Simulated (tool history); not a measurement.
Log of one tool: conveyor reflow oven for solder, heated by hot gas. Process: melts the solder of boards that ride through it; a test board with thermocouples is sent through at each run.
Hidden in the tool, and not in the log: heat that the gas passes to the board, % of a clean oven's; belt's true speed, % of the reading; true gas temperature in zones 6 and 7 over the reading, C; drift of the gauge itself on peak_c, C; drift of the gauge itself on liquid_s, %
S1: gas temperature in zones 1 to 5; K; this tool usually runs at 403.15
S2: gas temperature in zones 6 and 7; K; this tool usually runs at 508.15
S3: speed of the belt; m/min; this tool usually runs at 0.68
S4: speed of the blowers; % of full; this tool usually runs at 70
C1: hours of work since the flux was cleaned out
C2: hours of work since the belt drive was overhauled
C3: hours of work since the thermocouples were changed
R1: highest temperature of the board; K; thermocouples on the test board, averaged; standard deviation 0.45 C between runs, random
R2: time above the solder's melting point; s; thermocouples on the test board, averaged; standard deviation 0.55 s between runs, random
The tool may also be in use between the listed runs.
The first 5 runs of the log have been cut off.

run,hour,S1,S2,S3,S4,C1,C2,C3,R1,R2
6,279.6,404.15,508.15,0.68,70,333,432,432,480.25,35.4
7,322.2,403.15,508.15,0.68,61,364,464,464,477.85,31.6
8,367.5,403.15,508.15,0.68,61,398,498,498,476.45,30.7
9,414.1,403.15,508.15,0.68,61,433,533,533,476.45,30.1
# hour 445.6: flux residue cleaned out of gas plates and filters
10,477.2,403.15,508.15,0.68,80,24,576,576,484.55,39.2
11,509.9,403.15,508.15,0.68,80,48,600,600,484.35,40
12,572.4,403.15,508.15,0.68,80,95,647,647,484.85,38.4
13,624.5,403.15,508.15,0.552,70,133,686,686,489.95,52.7
14,697,403.15,508.15,0.552,53,188,740,740,484.35,49.5
15,732.6,403.15,508.15,0.552,53,214,766,766,484.55,49
16,773.4,403.15,508.15,0.68,70,245,797,797,479.35,34.2
# hour 842.9: thermocouples of zones 6 and 7 changed
17,843.1,396.15,499.15,0.566,66,295,847,0,477.25,39.5
# hour 862.5: belt drive overhauled, speed set with a stopwatch
18,904.2,403.15,501.15,0.68,70,338,31,43,473.85,28.8
19,955.2,410.15,508.15,0.68,70,376,69,81,481.65,36.4
20,1015.6,410.15,508.15,0.68,70,421,114,126,478.25,35.7
21,1046.5,403.15,508.15,0.649,86,444,137,149,482.55,39.2
# hour 1064.1: flux residue cleaned out of gas plates and filters
22,1093.8,403.15,508.15,0.649,86,22,169,181,488.05,43.9
23,1153.6,410.15,518.15,0.68,67,67,213,225,491.45,45.4
24,1221.5,395.15,506.15,0.66,66,117,264,276,477.95,32.4
25,1255.5,395.15,506.15,0.66,66,143,289,301,478.55,32

Predict the results of run 26:
26,1313.7,403.15,503.15,0.68,60,186,333,345,?,?

R1: 475.25 K
R2: 28.6 s
With the hidden condition absent and the run-to-run variation left alone, this run would have shown R1 477.75 K, R2 31.4 s.

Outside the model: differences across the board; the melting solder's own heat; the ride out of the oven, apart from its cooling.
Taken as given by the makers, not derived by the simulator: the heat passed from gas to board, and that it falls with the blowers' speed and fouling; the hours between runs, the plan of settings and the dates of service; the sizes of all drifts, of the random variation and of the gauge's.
